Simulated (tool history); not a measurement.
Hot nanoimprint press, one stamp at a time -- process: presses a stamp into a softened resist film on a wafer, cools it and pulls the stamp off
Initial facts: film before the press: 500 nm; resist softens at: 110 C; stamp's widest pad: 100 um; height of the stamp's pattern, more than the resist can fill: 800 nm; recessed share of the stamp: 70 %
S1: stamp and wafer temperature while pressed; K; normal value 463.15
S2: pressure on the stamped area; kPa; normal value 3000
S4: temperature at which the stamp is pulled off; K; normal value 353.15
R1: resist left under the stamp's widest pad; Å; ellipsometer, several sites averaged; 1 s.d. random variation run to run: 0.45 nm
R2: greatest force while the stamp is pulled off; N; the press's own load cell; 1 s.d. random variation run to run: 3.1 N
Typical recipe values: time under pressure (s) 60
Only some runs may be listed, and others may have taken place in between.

{"run": 1, "day": 0.0, "S1": 463.15, "S2": 3000, "time under pressure (s)": 60, "S4": 353.15, "R1": 2261, "R2": 216}
{"day": 1.883, "done": "stamp cleaned and given a new release coat"}
{"run": 2, "day": 4.129, "S1": 467.15, "S2": 3000, "time under pressure (s)": 60, "S4": 353.15, "R1": 2066, "R2": 220}
{"day": 5.396, "done": "plate thermocouple calibrated"}
{"run": 3, "day": 6.754, "S1": 467.15, "S2": 1900, "time under pressure (s)": 60, "S4": 353.15, "R1": 2653, "R2": 219}
{"run": 4, "day": 10.992, "S1": 467.15, "S2": 1900, "time under pressure (s)": 60, "S4": 353.15, "R1": 2641, "R2": 214}
{"run": 5, "day": 13.621, "S1": 467.15, "S2": 1900, "time under pressure (s)": 60, "S4": 353.15, "R1": 2644, "R2": 222}
{"run": 6, "day": 17.738, "S1": 467.15, "S2": 1900, "time under pressure (s)": 60, "S4": 353.15, "R1": 2645, "R2": 219}
{"run": 7, "day": 21.192, "S1": 467.15, "S2": 1900, "time under pressure (s)": 60, "S4": 353.15, "R1": 2639, "R2": 222}
{"run": 8, "day": 23.55, "S1": 467.15, "S2": 1900, "time under pressure (s)": 60, "S4": 353.15, "R1": 2646, "R2": 217}

Run 9, settings as shown, results not yet in. Your forecast:
{"run": 9, "day": 26.538, "S1": 467.15, "S2": 1900, "time under pressure (s)": 60, "S4": 353.15, "R1": "?", "R2": "?"}

{"run 9": {"R1": 2647, "R2": 225}}
With no hidden state in the tool, this same run would have given R1 2650 Å, R2 223 N.
